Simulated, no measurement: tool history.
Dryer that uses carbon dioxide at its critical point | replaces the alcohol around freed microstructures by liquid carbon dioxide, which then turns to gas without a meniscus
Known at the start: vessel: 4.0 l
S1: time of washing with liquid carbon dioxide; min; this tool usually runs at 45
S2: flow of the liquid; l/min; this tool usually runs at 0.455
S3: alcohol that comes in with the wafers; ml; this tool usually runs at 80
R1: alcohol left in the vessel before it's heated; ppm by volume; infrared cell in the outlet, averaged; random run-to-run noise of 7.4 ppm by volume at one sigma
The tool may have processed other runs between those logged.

run,day,S1,S2,S3,R1
1,0,45,0.455,80,402
2,0.333,45,0.455,80,400
3,0.679,45,0.455,80,399
4,1.15,45,0.455,80,411
5,1.392,32,0.455,80,1232
6,1.646,32,0.455,80,1208
7,1.912,45,0.455,80,422
8,2.25,45,0.455,80,410
9,2.667,45,0.455,80,415
10,2.912,45,0.455,80,425
11,3.146,45,0.654,80,82
12,3.612,45,0.654,36,54
13,3.846,45,0.455,80,427
14,4.246,45,0.455,80,440
15,4.575,45,0.455,80,431
16,4.829,48,0.455,80,344
17,5.15,45,0.455,80,442
18,5.517,45,0.455,32,206
19,5.879,45,0.455,32,209
20,6.292,45,0.455,32,208
21,6.512,45,0.455,80,474
22,6.733,45,0.455,80,471
23,6.929,54,0.455,80,243
24,7.238,54,0.455,80,239
25,7.496,45,0.519,41,174
26,7.821,45,0.519,41,175
27,8.221,62,0.35,23,164
28,8.683,68,0.336,82,368
29,9.067,30,0.317,31,1455
30,9.454,30,0.317,31,1440
31,9.762,45,0.518,35,166
32,10.183,45,0.518,35,154
33,10.633,33,0.455,107,1748
34,10.958,58,0.383,56,303
35,11.333,58,0.383,56,312
36,11.596,58,0.383,56,309
37,11.8,45,0.329,94,1698
38,12.275,46,0.455,27,204
39,12.479,30,0.4,83,2393
40,12.904,30,0.754,83,349
41,13.346,53,0.754,60,83
42,13.538,46,0.606,60,156
43,13.746,52,0.606,60,113
44,13.938,52,0.606,60,110
45,14.254,32,0.374,97,2921
46,14.575,40,0.374,56,1020

Each row is a separate what-if for the run after 46, all from the same tool condition, not one after another. Results?
A,15.054,50,0.282,29,?
B,15.054,45,0.493,62,?
C,15.054,68,0.455,80,?
D,15.054,70,0.58,21,?

run,R1
A,710
B,339
C,153
D,82
What these runs would have given with no unlogged condition in the tool:
run,R1
A,523
B,195
C,50
D,3

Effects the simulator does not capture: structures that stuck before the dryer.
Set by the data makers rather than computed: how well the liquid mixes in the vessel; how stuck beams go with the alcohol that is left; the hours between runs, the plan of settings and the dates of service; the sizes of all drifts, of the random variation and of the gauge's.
